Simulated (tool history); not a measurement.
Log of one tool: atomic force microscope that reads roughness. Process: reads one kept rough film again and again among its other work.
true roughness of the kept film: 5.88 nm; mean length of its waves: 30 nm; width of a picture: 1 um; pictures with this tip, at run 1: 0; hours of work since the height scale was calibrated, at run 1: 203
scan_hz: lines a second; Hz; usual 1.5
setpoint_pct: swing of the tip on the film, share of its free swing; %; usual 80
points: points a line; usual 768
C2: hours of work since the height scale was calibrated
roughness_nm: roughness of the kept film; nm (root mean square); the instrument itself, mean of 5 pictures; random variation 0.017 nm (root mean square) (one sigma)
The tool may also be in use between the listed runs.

run 1 hour=0 | scan_hz=1.5 setpoint_pct=80 points=768 | pictures_with_this_tip=0 C2=203 | roughness_nm=4.091
run 2 hour=8.1 | scan_hz=0.68 setpoint_pct=80 points=768 | pictures_with_this_tip=9 C2=208 | roughness_nm=4.192
run 3 hour=14.1 | scan_hz=0.68 setpoint_pct=80 points=768 | pictures_with_this_tip=16 C2=212 | roughness_nm=4.065
run 4 hour=18.8 | scan_hz=0.68 setpoint_pct=80 points=768 | pictures_with_this_tip=21 C2=215 | roughness_nm=3.961
run 5 hour=24.3 | scan_hz=0.68 setpoint_pct=80 points=768 | pictures_with_this_tip=27 C2=219 | roughness_nm=3.89
run 6 hour=34.5 | scan_hz=1.5 setpoint_pct=80 points=966 | pictures_with_this_tip=38 C2=225 | roughness_nm=3.481
run 7 hour=44.1 | scan_hz=1.5 setpoint_pct=80 points=768 | pictures_with_this_tip=49 C2=232 | roughness_nm=3.304
run 8 hour=49.5 | scan_hz=1.5 setpoint_pct=80 points=768 | pictures_with_this_tip=55 C2=235 | roughness_nm=3.212
run 9 hour=54.2 | scan_hz=1.5 setpoint_pct=80 points=768 | pictures_with_this_tip=60 C2=238 | roughness_nm=3.154
run 10 hour=59.1 | scan_hz=1.5 setpoint_pct=80 points=768 | pictures_with_this_tip=65 C2=241 | roughness_nm=3.106
run 11 hour=64.8 | scan_hz=1.5 setpoint_pct=80 points=768 | pictures_with_this_tip=72 C2=245 | roughness_nm=3.012
run 12 hour=74.5 | scan_hz=1.5 setpoint_pct=80 points=768 | pictures_with_this_tip=82 C2=251 | roughness_nm=2.908
run 13 hour=79.8 | scan_hz=1.5 setpoint_pct=58 points=768 | pictures_with_this_tip=88 C2=255 | roughness_nm=3.108
run 14 hour=87.1 | scan_hz=1.5 setpoint_pct=58 points=768 | pictures_with_this_tip=96 C2=260 | roughness_nm=3.028
run 15 hour=92.5 | scan_hz=1.5 setpoint_pct=80 points=474 | pictures_with_this_tip=102 C2=263 | roughness_nm=2.713
-- hour=94 height scale calibrated on a step standard
run 16 hour=100.8 | scan_hz=1.5 setpoint_pct=80 points=474 | pictures_with_this_tip=110 C2=4 | roughness_nm=2.649
run 17 hour=106.6 | scan_hz=1.5 setpoint_pct=80 points=768 | pictures_with_this_tip=117 C2=8 | roughness_nm=2.638
run 18 hour=112.1 | scan_hz=1.5 setpoint_pct=80 points=1011 | pictures_with_this_tip=123 C2=12 | roughness_nm=2.565
run 19 hour=120.7 | scan_hz=1.5 setpoint_pct=58 points=460 | pictures_with_this_tip=132 C2=17 | roughness_nm=2.71
run 20 hour=127 | scan_hz=1.99 setpoint_pct=55 points=953 | pictures_with_this_tip=139 C2=21 | roughness_nm=2.651
-- hour=128.3 new tip fitted
run 21 hour=132.4 | scan_hz=1.21 setpoint_pct=81 points=709 | pictures_with_this_tip=5 C2=25 | roughness_nm=4.099
run 22 hour=138.3 | scan_hz=3.02 setpoint_pct=80 points=481 | pictures_with_this_tip=11 C2=28 | roughness_nm=3.53
run 23 hour=143.9 | scan_hz=2.72 setpoint_pct=82 points=768 | pictures_with_this_tip=17 C2=32 | roughness_nm=3.422
-- hour=146.8 height scale calibrated on a step standard, once more
run 24 hour=153.5 | scan_hz=2.72 setpoint_pct=89 points=711 | pictures_with_this_tip=27 C2=4 | roughness_nm=3.059
run 25 hour=159.8 | scan_hz=2.91 setpoint_pct=74 points=385 | pictures_with_this_tip=34 C2=8 | roughness_nm=3.362
run 26 hour=166.5 | scan_hz=2.91 setpoint_pct=74 points=385 | pictures_with_this_tip=41 C2=13 | roughness_nm=3.25
run 27 hour=175.6 | scan_hz=2.91 setpoint_pct=56 points=364 | pictures_with_this_tip=51 C2=19 | roughness_nm=3.485
run 28 hour=185.6 | scan_hz=2.44 setpoint_pct=64 points=364 | pictures_with_this_tip=62 C2=25 | roughness_nm=3.284
run 29 hour=190.7 | scan_hz=2.91 setpoint_pct=70 points=768 | pictures_with_this_tip=68 C2=28 | roughness_nm=3.057
run 30 hour=195.4 | scan_hz=1.78 setpoint_pct=63 points=441 | pictures_with_this_tip=73 C2=32 | roughness_nm=3.225
run 31 hour=204.7 | scan_hz=1.78 setpoint_pct=63 points=441 | pictures_with_this_tip=84 C2=38 | roughness_nm=3.104
run 32 hour=211.2 | scan_hz=0.78 setpoint_pct=88 points=768 | pictures_with_this_tip=91 C2=42 | roughness_nm=2.912
run 33 hour=219.9 | scan_hz=2.92 setpoint_pct=72 points=768 | pictures_with_this_tip=100 C2=47 | roughness_nm=2.676
run 34 hour=225.2 | scan_hz=2.92 setpoint_pct=72 points=768 | pictures_with_this_tip=106 C2=51 | roughness_nm=2.633

Some steps in roughness_nm between neighbouring runs. How much of each would the tool show without its hidden state too (settings, what came in, random variation), and how much is left for the hidden state, with any gauge scatter that isn't in both results?
The hidden state here: radius of the tip, nm; height scale over the true one, %; drift of the gauge itself on roughness_nm, %.
Run 5 -> 6: scan_hz 0.68 -> 1.5, points 768 -> 966. roughness_nm -0.409 nm (root mean square): hidden state -0.125, all else -0.284.
Run 18 -> 19: setpoint_pct 80 -> 58, points 1011 -> 460. roughness_nm +0.145 nm (root mean square): hidden state -0.2, all else +0.345.
Run 20 -> 21: scan_hz 1.99 -> 1.21, setpoint_pct 55 -> 81, points 953 -> 709, new tip fitted. roughness_nm +1.448 nm (root mean square): hidden state +1.719, all else -0.271.
Run 21 -> 22: scan_hz 1.21 -> 3.02, setpoint_pct 81 -> 80, points 709 -> 481. roughness_nm -0.569 nm (root mean square): hidden state -0.086, all else -0.483.
Run 26 -> 27: setpoint_pct 74 -> 56, points 385 -> 364. roughness_nm +0.235 nm (root mean square): hidden state -0.217, all else +0.452.
